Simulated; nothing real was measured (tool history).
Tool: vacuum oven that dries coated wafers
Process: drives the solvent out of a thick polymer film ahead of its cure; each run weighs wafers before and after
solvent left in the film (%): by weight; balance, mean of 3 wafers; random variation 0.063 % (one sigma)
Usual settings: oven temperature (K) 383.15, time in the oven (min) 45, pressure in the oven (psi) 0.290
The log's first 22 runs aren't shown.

Run 23, hour 403.2: usual settings but oven temperature (K) 371.15, time in the oven (min) 62, pressure in the oven (psi) 0.222. Result: solvent left in the film (%) 5.64.
Run 24, hour 413.2: usual settings but oven temperature (K) 371.15, time in the oven (min) 23, pressure in the oven (psi) 1.023. Result: solvent left in the film (%) 15.41.
Run 25, hour 426.9: usual settings but oven temperature (K) 378.15, pressure in the oven (psi) 0.511. Result: solvent left in the film (%) 7.21.
Run 26, hour 445.8: usual settings but oven temperature (K) 378.15, pressure in the oven (psi) 0.511. Result: solvent left in the film (%) 7.24.
Run 27, hour 461.4: usual settings but oven temperature (K) 369.15, time in the oven (min) 49, pressure in the oven (psi) 0.602. Result: solvent left in the film (%) 11.26.
Run 28, hour 478.0: usual settings but oven temperature (K) 384.15, time in the oven (min) 49, pressure in the oven (psi) 0.602. Result: solvent left in the film (%) 5.89.
Run 29, hour 494.2: usual settings but oven temperature (K) 395.15, time in the oven (min) 41, pressure in the oven (psi) 0.218. Result: solvent left in the film (%) 1.46.
Run 30, hour 506.8: usual settings but oven temperature (K) 370.15, time in the oven (min) 41, pressure in the oven (psi) 0.892. Result: solvent left in the film (%) 13.82.
Run 31, hour 520.4: usual settings but oven temperature (K) 387.15, time in the oven (min) 58, pressure in the oven (psi) 0.748. Result: solvent left in the film (%) 5.73.
Run 32, hour 540.9: usual settings but oven temperature (K) 387.15, time in the oven (min) 58, pressure in the oven (psi) 0.748. Result: solvent left in the film (%) 5.82.
Run 33, hour 559.4: usual settings but oven temperature (K) 387.15, time in the oven (min) 58, pressure in the oven (psi) 0.748. Result: solvent left in the film (%) 5.95.
Run 34, hour 575.5: usual settings but oven temperature (K) 378.15, time in the oven (min) 58, pressure in the oven (psi) 0.748. Result: solvent left in the film (%) 8.50.

Forecast each of these 3 alternatives for the next run:
Run A, hour 594.2: usual settings but oven temperature (K) 378.15, time in the oven (min) 26, pressure in the oven (psi) 0.748. Result: solvent left in the film (%) ?.
Run B, hour 594.2: usual settings but oven temperature (K) 385.15, time in the oven (min) 38, pressure in the oven (psi) 0.332. Result: solvent left in the film (%) ?.
Run C, hour 594.2: usual settings but oven temperature (K) 378.15, time in the oven (min) 58, pressure in the oven (psi) 0.332. Result: solvent left in the film (%) ?.

run  solvent left in the film (%)
  A                         10.72
  B                          4.03
  C                          4.83
Without the tool's hidden state the same runs would have given:
run  solvent left in the film (%)
  A                         10.71
  B                          4.02
  C                          4.82

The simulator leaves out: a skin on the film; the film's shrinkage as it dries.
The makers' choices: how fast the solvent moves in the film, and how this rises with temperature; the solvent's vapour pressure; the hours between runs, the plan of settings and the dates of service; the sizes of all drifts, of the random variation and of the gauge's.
